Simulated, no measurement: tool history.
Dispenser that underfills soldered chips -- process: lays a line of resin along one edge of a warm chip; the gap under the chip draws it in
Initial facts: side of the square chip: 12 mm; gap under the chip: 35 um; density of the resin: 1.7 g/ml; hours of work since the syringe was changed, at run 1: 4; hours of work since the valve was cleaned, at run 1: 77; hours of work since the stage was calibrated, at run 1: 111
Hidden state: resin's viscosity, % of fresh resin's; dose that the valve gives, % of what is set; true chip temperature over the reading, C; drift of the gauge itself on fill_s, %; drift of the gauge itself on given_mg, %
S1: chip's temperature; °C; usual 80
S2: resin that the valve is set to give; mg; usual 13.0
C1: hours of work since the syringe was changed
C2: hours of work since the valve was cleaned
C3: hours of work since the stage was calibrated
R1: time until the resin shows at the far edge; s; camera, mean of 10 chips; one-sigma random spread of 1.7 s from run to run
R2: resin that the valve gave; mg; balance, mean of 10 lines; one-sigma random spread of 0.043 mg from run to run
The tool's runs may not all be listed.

run   hour  S1    S2  C1  C2   C3     R1     R2
  1    0.0  80  13.0   4  77  111  222.2  12.52
       3.0  -- new syringe of resin
  2    4.3  80  13.0   1  80  114  177.9  12.56
  3   10.4  80  13.0   5  84  118  235.5  12.57
      12.0  -- new syringe of resin
  4   15.1  80  13.0   2  87  121  193.0  12.45
      21.0  -- new syringe of resin
  5   21.7  80  13.0   0  92  126  172.0  12.50
      23.8  -- dispensing valve cleaned and set on the balance
  6   26.0  80  13.0   3   2  128  205.8  13.05
      30.8  -- new syringe of resin
  7   32.3  80  13.0   1   6  132  174.1  13.04
  8   36.6  80  13.0   4   9  135  216.8  12.97
      39.7  -- new syringe of resin
  9   43.0  80  13.0   2  13  140  195.0  13.01
 10   47.6  80  13.0   6  16  143  245.8  12.94
      48.6  -- new syringe of resin
 11   51.6  80  13.0   2  19  146  191.3  12.94
 12   54.6  80  13.0   4  21  148  229.1  12.87
      57.8  -- new syringe of resin
 13   60.9  80  13.0   2  25  152  191.8  12.89
      66.9  -- new syringe of resin
 14   67.4  80  13.0   0  30  156  167.1  12.91
 15   72.8  80  16.0   4  34  160  219.8  15.82
      75.7  -- new syringe of resin
 16   77.8  80  13.0   2  37  163  182.9  12.86
 17   83.7  80  13.0   6  41  168  239.9  12.72
      84.4  -- new syringe of resin
 18   90.7  80  11.5   4  46  172  227.2  11.27
      93.5  -- new syringe of resin
 19   94.8  80  11.5   1  49  175  177.6  11.29
 20  101.6  80  11.5   6  53  180  251.8  11.26
     102.5  -- new syringe of resin
 21  104.6  80  11.5   1  55  182  188.8  11.18
 22  110.3  85  13.2   6  59  186  210.4  12.92
     111.4  -- new syringe of resin
 23  115.2  90  12.2   3  62  189  144.4  11.89
     120.4  -- new syringe of resin
 24  120.9  89  13.5   0  66  193  128.0  13.20
 25  127.5  88  13.1   5  71  198  182.7  12.74
     129.2  -- new syringe of resin
 26  133.3  83  12.0   3  75  201  186.1  11.67
     138.2  -- new syringe of resin
 27  139.8  85  13.2   1  79  206  147.5  12.78
 28  144.6  79  11.2   5  83  209  240.2  10.84
     147.1  -- new syringe of resin
 29  149.3  75  13.1   2  86  212  213.5  12.66
 30  153.1  76  13.3   4  88  215  254.9  12.82
     156.3  -- new syringe of resin
 31  158.7  82  13.0   2  92  219  170.5  12.51
     160.3  -- dispensing valve cleaned and set on the balance
 32  165.2  91  12.2   6   4  223  173.9  12.15
     166.5  -- new syringe of resin
 33  169.6  91  12.2   2   6  226  134.0  12.17
 34  173.9  88  15.9   5   9  229  181.7  15.86

Here are 3 independent what-if runs from the current tool condition. What would each one return?
     175.3  -- new syringe of resin
  A  180.6  88  13.2   4  14  233   ?   ?
     175.3  -- new syringe of resin
  B  180.6  81  16.0   4  14  233   ?   ?
     175.3  -- new syringe of resin
  C  180.6  77  11.9   4  14  233   ?   ?

run     R1     R2
  A  161.9  13.19
  B  199.7  15.96
  C  239.9  11.82
Take away the tool's hidden state, keep each run's random variation, and the runs would have read:
run     R1     R2
  A  129.6  13.25
  B  160.4  16.03
  C  192.7  11.87

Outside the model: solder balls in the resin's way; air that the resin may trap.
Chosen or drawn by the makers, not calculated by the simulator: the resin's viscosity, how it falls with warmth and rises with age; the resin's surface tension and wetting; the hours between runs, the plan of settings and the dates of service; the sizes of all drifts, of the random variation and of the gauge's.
